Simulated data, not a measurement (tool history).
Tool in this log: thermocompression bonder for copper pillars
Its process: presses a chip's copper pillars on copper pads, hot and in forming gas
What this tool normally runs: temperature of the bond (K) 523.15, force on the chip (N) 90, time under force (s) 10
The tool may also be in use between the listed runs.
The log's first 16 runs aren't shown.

| run | hour | temperature of the bond (K) | force on the chip (N) | time under force (s) | hours of work since the heater was calibrated | hours of work since the force cell was calibrated | hours of work since the gas filter was changed | force that shears a chip off (N) |
|---|---|---|---|---|---|---|---|---|
|  | 1102.6 | heater calibrated with a thermocouple chip |
| 17 | 1141.5 | 523.15 | 90 | 12 | 25 | 177 | 153 | 82.6 |
| 18 | 1229.2 | 523.15 | 90 | 12 | 81 | 233 | 209 | 82.9 |
|  | 1319.5 | forming gas filter changed |
| 19 | 1321.4 | 523.15 | 90 | 12 | 139 | 291 | 1 | 83.1 |
|  | 1387.2 | force cell calibrated, once more |
| 20 | 1387.2 | 523.15 | 90 | 22 | 181 | 0 | 42 | 99.0 |
| 21 | 1450.2 | 523.15 | 90 | 22 | 221 | 40 | 83 | 99.1 |
| 22 | 1538.5 | 547.15 | 100 | 14 | 277 | 97 | 139 | 105.9 |
| 23 | 1577.8 | 547.15 | 100 | 14 | 302 | 122 | 164 | 105.6 |
| 24 | 1634.2 | 523.15 | 127 | 10 | 338 | 158 | 200 | 92.0 |
| 25 | 1703.2 | 544.15 | 133 | 14 | 382 | 202 | 244 | 111.3 |
|  | 1736.1 | forming gas filter changed |
| 26 | 1751.8 | 544.15 | 133 | 14 | 413 | 233 | 10 | 114.8 |
| 27 | 1832.2 | 544.15 | 133 | 14 | 465 | 284 | 61 | 115.0 |
| 28 | 1879.4 | 526.15 | 85 | 15 | 495 | 314 | 92 | 88.4 |
| 29 | 1961.5 | 523.15 | 127 | 10 | 547 | 367 | 144 | 91.7 |
| 30 | 2039.7 | 535.15 | 72 | 6 | 597 | 417 | 194 | 64.6 |
| 31 | 2131.8 | 523.15 | 90 | 19 | 656 | 475 | 253 | 91.3 |
|  | 2155.4 | forming gas filter changed |
| 32 | 2192.6 | 523.15 | 90 | 19 | 694 | 514 | 24 | 93.5 |
| 33 | 2282.3 | 536.15 | 81 | 26 | 752 | 571 | 81 | 103.4 |
| 34 | 2370.2 | 533.15 | 125 | 10 | 808 | 627 | 137 | 95.0 |
| 35 | 2435.1 | 526.15 | 100 | 19 | 849 | 669 | 179 | 94.7 |
| 36 | 2477.8 | 540.15 | 100 | 19 | 877 | 696 | 206 | 101.0 |
|  | 2519.1 | force cell calibrated |
| 37 | 2571.2 | 502.15 | 118 | 7 | 935 | 33 | 265 | 62.1 |
|  | 2576.9 | forming gas filter changed |
| 38 | 2617.0 | 529.15 | 74 | 13 | 964 | 62 | 26 | 80.7 |

3 ways to go on from here, each from the tool as it stands after run 38. What would each give?
| A | 2667.5 | 497.15 | 71 | 16 | 997 | 94 | 58 | ? |
| B | 2667.5 | 545.15 | 90 | 17 | 997 | 94 | 58 | ? |
| C | 2667.5 | 519.15 | 90 | 10 | 997 | 94 | 58 | ? |

| run | force that shears a chip off (N) |
|---|---|
| A | 60.3 |
| B | 103.7 |
| C | 73.6 |
Stripped of hidden state, with their random variation kept, the same runs would have yielded:
| run | force that shears a chip off (N) |
|---|---|
| A | 67.7 |
| B | 109.9 |
| C | 80.9 |

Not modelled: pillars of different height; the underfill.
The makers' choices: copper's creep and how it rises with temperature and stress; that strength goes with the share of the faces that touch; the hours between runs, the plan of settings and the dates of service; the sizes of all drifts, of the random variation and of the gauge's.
